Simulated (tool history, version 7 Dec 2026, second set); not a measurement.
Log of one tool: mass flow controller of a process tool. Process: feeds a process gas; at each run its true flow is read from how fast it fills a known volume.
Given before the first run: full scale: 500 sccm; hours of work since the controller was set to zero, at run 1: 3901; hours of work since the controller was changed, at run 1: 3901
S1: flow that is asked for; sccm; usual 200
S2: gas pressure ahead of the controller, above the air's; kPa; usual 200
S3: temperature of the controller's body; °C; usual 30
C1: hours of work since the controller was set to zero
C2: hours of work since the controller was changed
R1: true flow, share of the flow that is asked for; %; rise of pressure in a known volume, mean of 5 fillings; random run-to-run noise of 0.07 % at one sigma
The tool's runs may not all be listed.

{"run": 1, "hour": 0.0, "S1": 200, "S2": 200, "S3": 30, "C1": 3901, "C2": 3901, "R1": 100.92}
{"run": 2, "hour": 330.0, "S1": 113, "S2": 200, "S3": 30, "C1": 4092, "C2": 4092, "R1": 100.16}
{"run": 3, "hour": 645.1, "S1": 147, "S2": 200, "S3": 30, "C1": 4274, "C2": 4274, "R1": 100.75}
{"run": 4, "hour": 1031.3, "S1": 147, "S2": 200, "S3": 30, "C1": 4497, "C2": 4497, "R1": 100.87}
{"run": 5, "hour": 1242.6, "S1": 200, "S2": 200, "S3": 20, "C1": 4619, "C2": 4619, "R1": 101.68}
{"run": 6, "hour": 1546.7, "S1": 200, "S2": 200, "S3": 20, "C1": 4795, "C2": 4795, "R1": 101.88}
{"run": 7, "hour": 1746.3, "S1": 200, "S2": 200, "S3": 20, "C1": 4911, "C2": 4911, "R1": 102.04}
{"run": 8, "hour": 2017.9, "S1": 200, "S2": 200, "S3": 20, "C1": 5068, "C2": 5068, "R1": 102.17}
{"hour": 2369.4, "done": "controller exchanged for a calibrated one"}
{"run": 9, "hour": 2405.4, "S1": 200, "S2": 200, "S3": 30, "C1": 21, "C2": 21, "R1": 98.74}
{"run": 10, "hour": 2685.1, "S1": 200, "S2": 200, "S3": 30, "C1": 182, "C2": 182, "R1": 98.81}
{"run": 11, "hour": 3086.4, "S1": 200, "S2": 200, "S3": 30, "C1": 414, "C2": 414, "R1": 98.9}
{"run": 12, "hour": 3424.7, "S1": 200, "S2": 200, "S3": 30, "C1": 610, "C2": 610, "R1": 99.04}
{"run": 13, "hour": 3591.1, "S1": 200, "S2": 200, "S3": 30, "C1": 706, "C2": 706, "R1": 99.22}
{"run": 14, "hour": 3846.2, "S1": 200, "S2": 200, "S3": 29, "C1": 854, "C2": 854, "R1": 99.24}
{"run": 15, "hour": 4081.1, "S1": 200, "S2": 200, "S3": 30, "C1": 989, "C2": 989, "R1": 99.28}
{"run": 16, "hour": 4249.5, "S1": 200, "S2": 200, "S3": 30, "C1": 1087, "C2": 1087, "R1": 99.39}
{"run": 17, "hour": 4504.6, "S1": 200, "S2": 200, "S3": 30, "C1": 1234, "C2": 1234, "R1": 99.59}
{"run": 18, "hour": 4734.6, "S1": 200, "S2": 200, "S3": 30, "C1": 1367, "C2": 1367, "R1": 99.51}
{"run": 19, "hour": 5067.5, "S1": 200, "S2": 200, "S3": 30, "C1": 1560, "C2": 1560, "R1": 99.87}
{"run": 20, "hour": 5370.8, "S1": 200, "S2": 200, "S3": 30, "C1": 1735, "C2": 1735, "R1": 99.87}
{"run": 21, "hour": 5734.8, "S1": 200, "S2": 200, "S3": 30, "C1": 1945, "C2": 1945, "R1": 99.93}
{"run": 22, "hour": 5983.6, "S1": 223, "S2": 205, "S3": 30, "C1": 2089, "C2": 2089, "R1": 100.22}
{"run": 23, "hour": 6171.3, "S1": 175, "S2": 200, "S3": 30, "C1": 2198, "C2": 2198, "R1": 99.96}
{"run": 24, "hour": 6465.1, "S1": 201, "S2": 197, "S3": 24, "C1": 2367, "C2": 2367, "R1": 100.53}
{"run": 25, "hour": 6648.6, "S1": 127, "S2": 197, "S3": 24, "C1": 2474, "C2": 2474, "R1": 100.02}
{"run": 26, "hour": 6860.5, "S1": 127, "S2": 197, "S3": 24, "C1": 2596, "C2": 2596, "R1": 100.09}
{"run": 27, "hour": 7226.7, "S1": 205, "S2": 172, "S3": 30, "C1": 2808, "C2": 2808, "R1": 100.35}
{"run": 28, "hour": 7447.9, "S1": 88, "S2": 157, "S3": 36, "C1": 2936, "C2": 2936, "R1": 99.09}
{"run": 29, "hour": 7710.8, "S1": 88, "S2": 157, "S3": 36, "C1": 3088, "C2": 3088, "R1": 99.31}
{"run": 30, "hour": 7879.5, "S1": 127, "S2": 157, "S3": 23, "C1": 3185, "C2": 3185, "R1": 100.25}
{"run": 31, "hour": 8207.0, "S1": 200, "S2": 241, "S3": 31, "C1": 3374, "C2": 3374, "R1": 101.1}
{"run": 32, "hour": 8602.9, "S1": 200, "S2": 200, "S3": 23, "C1": 3603, "C2": 3603, "R1": 101.32}
{"run": 33, "hour": 8955.7, "S1": 200, "S2": 200, "S3": 23, "C1": 3807, "C2": 3807, "R1": 101.64}
{"run": 34, "hour": 9201.8, "S1": 375, "S2": 185, "S3": 21, "C1": 3949, "C2": 3949, "R1": 102.43}
{"run": 35, "hour": 9388.9, "S1": 83, "S2": 235, "S3": 29, "C1": 4058, "C2": 4058, "R1": 100.48}
{"run": 36, "hour": 9582.0, "S1": 61, "S2": 194, "S3": 30, "C1": 4169, "C2": 4169, "R1": 99.65}
{"run": 37, "hour": 9827.6, "S1": 334, "S2": 164, "S3": 22, "C1": 4311, "C2": 4311, "R1": 102.36}
{"run": 38, "hour": 10161.4, "S1": 334, "S2": 164, "S3": 22, "C1": 4504, "C2": 4504, "R1": 102.67}
{"run": 39, "hour": 10434.9, "S1": 453, "S2": 145, "S3": 25, "C1": 4662, "C2": 4662, "R1": 102.87}
{"run": 40, "hour": 10823.1, "S1": 359, "S2": 266, "S3": 20, "C1": 4887, "C2": 4887, "R1": 103.7}
{"run": 41, "hour": 11182.9, "S1": 197, "S2": 200, "S3": 25, "C1": 5095, "C2": 5095, "R1": 102.24}
{"run": 42, "hour": 11447.3, "S1": 104, "S2": 149, "S3": 39, "C1": 5247, "C2": 5247, "R1": 100.45}

5 ways to go on from here, each from the tool as it stands after run 42. What would each give?
{"hour": 11485.2, "done": "controller exchanged for a calibrated one"}
{"run": "A", "hour": 11622.2, "S1": 130, "S2": 200, "S3": 35, "C1": 79, "C2": 79, "R1": "?"}
{"hour": 11485.2, "done": "controller exchanged for a calibrated one"}
{"run": "B", "hour": 11622.2, "S1": 104, "S2": 197, "S3": 31, "C1": 79, "C2": 79, "R1": "?"}
{"hour": 11485.2, "done": "controller exchanged for a calibrated one"}
{"run": "C", "hour": 11622.2, "S1": 140, "S2": 200, "S3": 30, "C1": 79, "C2": 79, "R1": "?"}
{"hour": 11485.2, "done": "controller exchanged for a calibrated one"}
{"run": "D", "hour": 11622.2, "S1": 104, "S2": 170, "S3": 26, "C1": 79, "C2": 79, "R1": "?"}
{"hour": 11485.2, "done": "controller exchanged for a calibrated one"}
{"run": "E", "hour": 11622.2, "S1": 109, "S2": 144, "S3": 36, "C1": 79, "C2": 79, "R1": "?"}

run=A R1=98.2
run=B R1=98.15
run=C R1=98.44
run=D R1=98.31
run=E R1=97.71
Without the tool's hidden state the same runs would have given:
run=A R1=98.23
run=B R1=98.24
run=C R1=98.46
run=D R1=98.39
run=E R1=97.78

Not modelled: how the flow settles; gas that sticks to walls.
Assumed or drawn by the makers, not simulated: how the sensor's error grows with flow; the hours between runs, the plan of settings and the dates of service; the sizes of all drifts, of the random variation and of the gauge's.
